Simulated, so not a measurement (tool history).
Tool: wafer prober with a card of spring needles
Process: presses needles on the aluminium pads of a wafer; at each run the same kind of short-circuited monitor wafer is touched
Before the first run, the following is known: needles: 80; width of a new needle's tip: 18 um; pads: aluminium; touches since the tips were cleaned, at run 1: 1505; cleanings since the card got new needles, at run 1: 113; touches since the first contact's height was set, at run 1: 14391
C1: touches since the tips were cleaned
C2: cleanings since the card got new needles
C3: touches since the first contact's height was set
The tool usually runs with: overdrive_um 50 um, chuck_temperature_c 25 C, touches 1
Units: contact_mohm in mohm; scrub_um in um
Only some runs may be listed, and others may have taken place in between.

Run 1, hour 0: usual settings; C1 1505; C2 113; C3 14391. Result: contact_mohm 300 mohm, scrub_um 10.74 um.
At hour 0.8: tips cleaned on abrasive film.
At hour 5.2: tips cleaned on abrasive film.
At hour 9.2: tips cleaned on abrasive film.
At hour 13.6: tips cleaned on abrasive film.
Run 2, hour 13.8: usual settings; C1 81; C2 117; C3 20927. Result: contact_mohm 266 mohm, scrub_um 10.64 um.
At hour 18.3: tips cleaned on abrasive film.
At hour 22.9: tips cleaned on abrasive film.
Run 3, hour 24.4: usual settings; C1 755; C2 119; C3 26029. Result: contact_mohm 295 mohm, scrub_um 10.68 um.
At hour 27.3: tips cleaned on abrasive film.
At hour 31.2: tips cleaned on abrasive film.
Run 4, hour 34.6: usual settings; C1 1691; C2 121; C3 30914. Result: contact_mohm 321 mohm, scrub_um 10.35 um.
At hour 35.6: tips cleaned on abrasive film.
At hour 39.7: tips cleaned on abrasive film.
Run 5, hour 41.2: usual settings; C1 732; C2 123; C3 34002. Result: contact_mohm 293 mohm, scrub_um 10.61 um.
At hour 43.9: tips cleaned on abrasive film.
At hour 48.4: tips cleaned on abrasive film.
Run 6, hour 50.9: usual settings; C1 1203; C2 125; C3 38663. Result: contact_mohm 310 mohm, scrub_um 10.37 um.
At hour 52.8: tips cleaned on abrasive film.
At hour 57.3: tips cleaned on abrasive film.
At hour 62: tips cleaned on abrasive film.
Run 7, hour 62.4: usual settings; C1 185; C2 128; C3 44148. Result: contact_mohm 271 mohm, scrub_um 10.54 um.
At hour 66.3: tips cleaned on abrasive film.
At hour 68.3: tips cleaned on abrasive film, once more.
Run 8, hour 68.8: usual settings; C1 257; C2 130; C3 47180. Result: contact_mohm 271 mohm, scrub_um 10.29 um.
At hour 72.8: tips cleaned on abrasive film.
At hour 77.5: tips cleaned on abrasive film.
At hour 81.9: tips cleaned on abrasive film.
Run 9, hour 83.7: usual settings; C1 886; C2 133; C3 54321. Result: contact_mohm 295 mohm, scrub_um 10.18 um.
At hour 86.2: tips cleaned on abrasive film.
At hour 90.3: tips cleaned on abrasive film.
At hour 94.2: tips cleaned on abrasive film.
Run 10, hour 94.2: usual settings; C1 0; C2 136; C3 59285. Result: contact_mohm 261 mohm, scrub_um 10.16 um.
At hour 98.8: tips cleaned on abrasive film.
At hour 103.1: tips cleaned on abrasive film.
At hour 107.7: tips cleaned on abrasive film.
Run 11, hour 109.1: usual settings but overdrive_um 36 um; C1 716; C2 139; C3 66430. Result: contact_mohm 356 mohm, scrub_um 6.99 um.
At hour 111.6: tips cleaned on abrasive film.
At hour 116.1: tips cleaned on abrasive film.
Run 12, hour 117.5: usual settings but overdrive_um 36 um; C1 674; C2 141; C3 70410. Result: contact_mohm 349 mohm, scrub_um 6.94 um.
At hour 120.2: tips cleaned on abrasive film.
At hour 124.1: tips cleaned on abrasive film.
Run 13, hour 124.1: usual settings; C1 0; C2 143; C3 73538. Result: contact_mohm 257 mohm, scrub_um 9.99 um.
At hour 128.2: tips cleaned on abrasive film.
At hour 132.5: tips cleaned on abrasive film.
Run 14, hour 134.4: usual settings but touches 2; C1 902; C2 145; C3 78465. Result: contact_mohm 279 mohm, scrub_um 9.76 um.
At hour 137.3: tips cleaned on abrasive film.
At hour 141.7: tips cleaned on abrasive film.
At hour 146.2: tips cleaned on abrasive film.
Run 15, hour 149.5: usual settings but overdrive_um 63 um, chuck_temperature_c 28 C; C1 1629; C2 148; C3 85698. Result: contact_mohm 296 mohm, scrub_um 12.67 um.
At hour 150.3: tips cleaned on abrasive film.
At hour 154.8: tips cleaned on abrasive film.
Run 16, hour 156: usual settings but chuck_temperature_c 116 C, touches 3; C1 556; C2 150; C3 88769. Result: contact_mohm 297 mohm, scrub_um 9.72 um.
At hour 158.9: tips cleaned on abrasive film.
At hour 163.3: tips cleaned on abrasive film.
Run 17, hour 165.9: usual settings but overdrive_um 36 um, touches 2; C1 1290; C2 152; C3 93526. Result: contact_mohm 356 mohm, scrub_um 6.52 um.
At hour 167.9: tips cleaned on abrasive film.
At hour 172.1: tips cleaned on abrasive film.
Run 18, hour 175.7: usual settings but overdrive_um 51 um, chuck_temperature_c 71 C, touches 2; C1 1745; C2 154; C3 98198. Result: contact_mohm 315 mohm, scrub_um 9.84 um.
At hour 176.4: tips cleaned on abrasive film.
At hour 180.3: tips cleaned on abrasive film.
At hour 184.4: tips cleaned on abrasive film.
Run 19, hour 186.3: usual settings but overdrive_um 56 um, chuck_temperature_c 55 C, touches 2; C1 913; C2 157; C3 103219. Result: contact_mohm 286 mohm, scrub_um 10.98 um.
At hour 189.1: tips cleaned on abrasive film.
At hour 193.3: tips cleaned on abrasive film.
At hour 197.6: tips cleaned on abrasive film.
Run 20, hour 199.3: usual settings but overdrive_um 32 um, chuck_temperature_c 29 C, touches 2; C1 824; C2 160; C3 109424. Result: contact_mohm 381 mohm, scrub_um 5.61 um.
At hour 202: tips cleaned on abrasive film.
At hour 206.6: tips cleaned on abrasive film.
Run 21, hour 207.9: usual settings but overdrive_um 62 um, chuck_temperature_c 73 C, touches 2; C1 637; C2 162; C3 113531. Result: contact_mohm 284 mohm, scrub_um 12.34 um.
At hour 210.8: tips cleaned on abrasive film.
At hour 215.6: tips cleaned on abrasive film.
At hour 220.4: tips cleaned on abrasive film.
Run 22, hour 220.4: usual settings but overdrive_um 62 um, chuck_temperature_c 73 C, touches 2; C1 0; C2 165; C3 119496. Result: contact_mohm 266 mohm, scrub_um 12.19 um.
At hour 224.5: tips cleaned on abrasive film.
At hour 228.8: tips cleaned on abrasive film.
At hour 233.5: tips cleaned on abrasive film.
Run 23, hour 234.2: usual settings but overdrive_um 34 um, chuck_temperature_c 55 C, touches 3; C1 342; C2 168; C3 126082. Result: contact_mohm 313 mohm, scrub_um 5.85 um.
At hour 237.8: tips cleaned on abrasive film.
At hour 242.1: tips cleaned on abrasive film.
At hour 246.7: tips cleaned on abrasive film.
Run 24, hour 248.5: usual settings but overdrive_um 34 um, chuck_temperature_c 55 C, touches 3; C1 910; C2 171; C3 132952. Result: contact_mohm 348 mohm, scrub_um 5.79 um.
At hour 251: tips cleaned on abrasive film.
At hour 255.3: tips cleaned on abrasive film.
Run 25, hour 255.3: usual settings but chuck_temperature_c 89 C, touches 2; C1 25; C2 173; C3 136179. Result: contact_mohm 284 mohm, scrub_um 9.15 um.
At hour 259.6: tips cleaned on abrasive film.
Run 26, hour 262.2: usual settings but overdrive_um 52 um, chuck_temperature_c 61 C, touches 3; C1 1223; C2 174; C3 139458. Result: contact_mohm 291 mohm, scrub_um 9.68 um.
At hour 264.1: tips cleaned on abrasive film.
At hour 268.4: tips cleaned on abrasive film.
Run 27, hour 268.4: usual settings but overdrive_um 68 um, chuck_temperature_c 61 C, touches 2; C1 0; C2 176; C3 142432. Result: contact_mohm 259 mohm, scrub_um 13.19 um.
At hour 273.2: tips cleaned on abrasive film.
At hour 277.9: tips cleaned on abrasive film.
Run 28, hour 279.6: usual settings but overdrive_um 40 um, chuck_temperature_c 69 C, touches 2; C1 815; C2 178; C3 147788. Result: contact_mohm 347 mohm, scrub_um 6.88 um.

Alternative continuations, all from the tool just after run 28; predict every row:
At hour 282.1: tips cleaned on abrasive film.
At hour 286.7: tips cleaned on abrasive film.
At hour 291.4: tips cleaned on abrasive film.
Run A, hour 293.5: usual settings but overdrive_um 40 um, chuck_temperature_c 69 C; C1 1043; C2 181; C3 154438. Result: contact_mohm ?, scrub_um ?.
At hour 282.1: tips cleaned on abrasive film.
At hour 286.7: tips cleaned on abrasive film.
At hour 291.4: tips cleaned on abrasive film.
Run B, hour 293.5: usual settings but touches 2; C1 1043; C2 181; C3 154438. Result: contact_mohm ?, scrub_um ?.
At hour 282.1: tips cleaned on abrasive film.
At hour 286.7: tips cleaned on abrasive film.
At hour 291.4: tips cleaned on abrasive film.
Run C, hour 293.5: usual settings but overdrive_um 64 um, chuck_temperature_c 69 C, touches 2; C1 1043; C2 181; C3 154438. Result: contact_mohm ?, scrub_um ?.
At hour 282.1: tips cleaned on abrasive film.
At hour 286.7: tips cleaned on abrasive film.
At hour 291.4: tips cleaned on abrasive film.
Run D, hour 293.5: usual settings but overdrive_um 34 um; C1 1043; C2 181; C3 154438. Result: contact_mohm ?, scrub_um ?.
At hour 282.1: tips cleaned on abrasive film.
At hour 286.7: tips cleaned on abrasive film.
At hour 291.4: tips cleaned on abrasive film.
Run E, hour 293.5: usual settings but touches 3; C1 1043; C2 181; C3 154438. Result: contact_mohm ?, scrub_um ?.

run  contact_mohm  scrub_um
  A           420      6.81
  B           307      9.22
  C           293     12.13
  D           488       5.4
  E           282       9.1
Take away the tool's hidden state, keep each run's random variation, and the runs would have read:
run  contact_mohm  scrub_um
  A           265       8.7
  B           244     11.16
  C           255     14.05
  D           251      7.32
  E           240     11.02

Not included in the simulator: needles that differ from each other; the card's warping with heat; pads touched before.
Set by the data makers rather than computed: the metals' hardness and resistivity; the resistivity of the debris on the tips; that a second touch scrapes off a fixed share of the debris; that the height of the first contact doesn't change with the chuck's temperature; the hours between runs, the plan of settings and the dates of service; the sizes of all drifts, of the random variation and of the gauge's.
